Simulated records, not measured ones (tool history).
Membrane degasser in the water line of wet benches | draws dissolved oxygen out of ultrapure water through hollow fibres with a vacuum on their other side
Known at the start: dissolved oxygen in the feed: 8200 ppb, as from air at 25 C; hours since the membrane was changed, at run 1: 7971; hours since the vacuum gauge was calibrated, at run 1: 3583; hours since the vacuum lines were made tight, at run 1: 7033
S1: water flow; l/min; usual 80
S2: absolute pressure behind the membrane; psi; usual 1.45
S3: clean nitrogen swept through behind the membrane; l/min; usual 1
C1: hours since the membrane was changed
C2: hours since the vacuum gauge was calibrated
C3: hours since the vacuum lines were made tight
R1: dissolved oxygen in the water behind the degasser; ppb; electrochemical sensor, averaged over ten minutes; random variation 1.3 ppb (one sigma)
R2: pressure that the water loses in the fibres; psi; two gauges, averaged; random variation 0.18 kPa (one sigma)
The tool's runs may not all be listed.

run    hour   S1    S2    S3     C1    C2    C3      R1     R2
  1       0   80  1.45     1   7971  3583  7033   849.2  5.883
  2   139.7   80  0.97     1   8111  3723  7172   458.9  5.899
  3     311   80  0.97  1.17   8282  3894  7344     415  5.864
  4   565.8   80  1.67     1   8537  4149  7599  1020.4  5.913
  5   843.9   80  1.67     1   8815  4427  7877  1016.8  5.868
  6  1110.2   80  1.67     1   9082  4693  8143  1023.2  5.926
  7  1295.1   80  1.67     1   9266  4878  8328  1018.8    5.9
  8  1439.6   80  1.67     1   9411  5023  8472  1020.1  5.971
  9  1621.1   80  2.06     1   9592  5204  8654  1310.4  5.931
 10  1910.1   80  2.06     1   9881  5493  8943  1313.8  5.929
 11    2180   80  1.45     1  10151  5763  9213   854.2  5.945
     2198.6  -- seals of the vacuum lines changed
 12  2328.1   80  1.45   0.5  10297  5909   129  1272.1  5.896
 13  2646.6   80  1.45   0.5  10616  6228   448    1273  5.929
 14  2973.7   60  1.45     1  10943  6555   775   709.2   4.47
 15  3280.3   60  1.45     1  11250  6861  1082   710.6  4.473
 16  3585.1   60  1.45     1  11554  7166  1387   712.4  4.445
     3769.8  -- vacuum gauge calibrated
 17  3801.1   50  2.55  2.18  11770    31  1602     673  3.698
 18    4103   50  1.99  0.62  12072   333  1904  1255.5  3.748
 19  4237.5  112  1.65  0.51  12206   468  2038  1704.1  8.361
 20  4541.1   55  0.88  2.35  12510   771  2342   147.8  4.102
 21  4863.3   55  0.88  2.35  12832  1094  2664   147.7  4.142
 22  5015.2   80  2.16     1  12984  1245  2816  1379.6  5.993
 23  5234.1   80  2.16     1  13203  1464  3035  1379.2  6.057
 24  5408.1   80  0.94  0.46  13377  1638  3209   662.7  6.076
 25  5645.6   67  3.61   0.6  13614  1876  3447    2741  5.031
 26  5917.1   67  3.61   0.6  13886  2147  3718  2744.9  5.049
 27  6247.1   67  3.61   0.6  14216  2477  4048  2751.3  5.059
 28  6517.4   77  3.61  0.52  14486  2748  4318  3142.9  5.829
 29  6726.8   61  1.39  0.52  14696  2957  4528  1004.6  4.669
 30  6982.9   80  1.89  1.18  14952  3213  4784  1064.7  6.039
 31  7272.4   80  1.61     1  15241  3503  5073   976.2   6.06

4 ways to go on from here, each from the tool as it stands after run 31. What would each give?
  A  7496.5  91  3.58     1  15465  3727  5297   ?   ?
  B  7496.5  55  0.96     1  15465  3727  5297   ?   ?
  C  7496.5  80  2.05     1  15465  3727  5297   ?   ?
  D  7496.5  80  1.61  0.75  15465  3727  5297   ?   ?

run      R1     R2
  A  2454.7  6.931
  B   344.3  4.205
  C    1299  6.068
  D  1156.8  6.092
Without the tool's hidden state the same runs would have given:
run      R1     R2
  A  2452.5   6.49
  B   337.5  3.936
  C  1293.8  5.681
  D  1151.8  5.703
